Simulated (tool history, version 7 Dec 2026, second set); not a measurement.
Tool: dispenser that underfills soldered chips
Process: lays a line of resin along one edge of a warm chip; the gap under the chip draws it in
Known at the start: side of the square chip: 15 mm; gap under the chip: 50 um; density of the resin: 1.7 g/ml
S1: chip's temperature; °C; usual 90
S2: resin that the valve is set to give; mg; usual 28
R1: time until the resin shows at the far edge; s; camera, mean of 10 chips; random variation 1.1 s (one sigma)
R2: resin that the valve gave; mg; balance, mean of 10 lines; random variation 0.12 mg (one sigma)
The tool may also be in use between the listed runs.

{"run": 1, "hour": 0.0, "S1": 90, "S2": 28, "R1": 126.1, "R2": 27.24}
{"run": 2, "hour": 12.5, "S1": 90, "S2": 28, "R1": 211.8, "R2": 27.2}
{"hour": 15.0, "done": "new syringe of resin"}
{"run": 3, "hour": 21.5, "S1": 90, "S2": 29, "R1": 135.2, "R2": 28.13}
{"run": 4, "hour": 30.7, "S1": 90, "S2": 28, "R1": 202, "R2": 27.2}
{"hour": 34.0, "done": "new syringe of resin"}
{"run": 5, "hour": 43.8, "S1": 90, "S2": 28, "R1": 158.4, "R2": 27.03}
{"hour": 52.7, "done": "new syringe of resin"}
{"run": 6, "hour": 57.9, "S1": 90, "S2": 28, "R1": 134.9, "R2": 26.87}
{"run": 7, "hour": 67.6, "S1": 79, "S2": 28, "R1": 328.8, "R2": 27.22}
{"hour": 71.0, "done": "dispensing valve cleaned and set on the balance"}
{"hour": 72.0, "done": "new syringe of resin"}
{"run": 8, "hour": 78.6, "S1": 79, "S2": 28, "R1": 230.1, "R2": 27.9}
{"hour": 90.6, "done": "new syringe of resin"}
{"run": 9, "hour": 93.7, "S1": 77, "S2": 30.4, "R1": 218.8, "R2": 30.05}
{"run": 10, "hour": 107.9, "S1": 88, "S2": 28, "R1": 236, "R2": 27.87}
{"hour": 110.0, "done": "new syringe of resin"}
{"run": 11, "hour": 118.6, "S1": 84, "S2": 27.8, "R1": 201.4, "R2": 27.42}
{"hour": 128.6, "done": "new syringe of resin"}
{"run": 12, "hour": 128.6, "S1": 102, "S2": 36.3, "R1": 61.9, "R2": 35.68}

4 ways to go on from here, each from the tool as it stands after run 12. What would each give?
{"run": "A", "hour": 135.4, "S1": 98, "S2": 25.7, "R1": "?", "R2": "?"}
{"run": "B", "hour": 135.4, "S1": 91, "S2": 28, "R1": "?", "R2": "?"}
{"run": "C", "hour": 135.4, "S1": 102, "S2": 29, "R1": "?", "R2": "?"}
{"run": "D", "hour": 135.4, "S1": 100, "S2": 28, "R1": "?", "R2": "?"}

run=A R1=101 R2=25.27
run=B R1=135.9 R2=27.53
run=C R1=81 R2=28.4
run=D R1=88.5 R2=27.41
Without the tool's hidden state the same runs would have given:
run=A R1=75.8 R2=25.71
run=B R1=102.1 R2=28.01
run=C R1=60.8 R2=28.9
run=D R1=66.5 R2=27.89
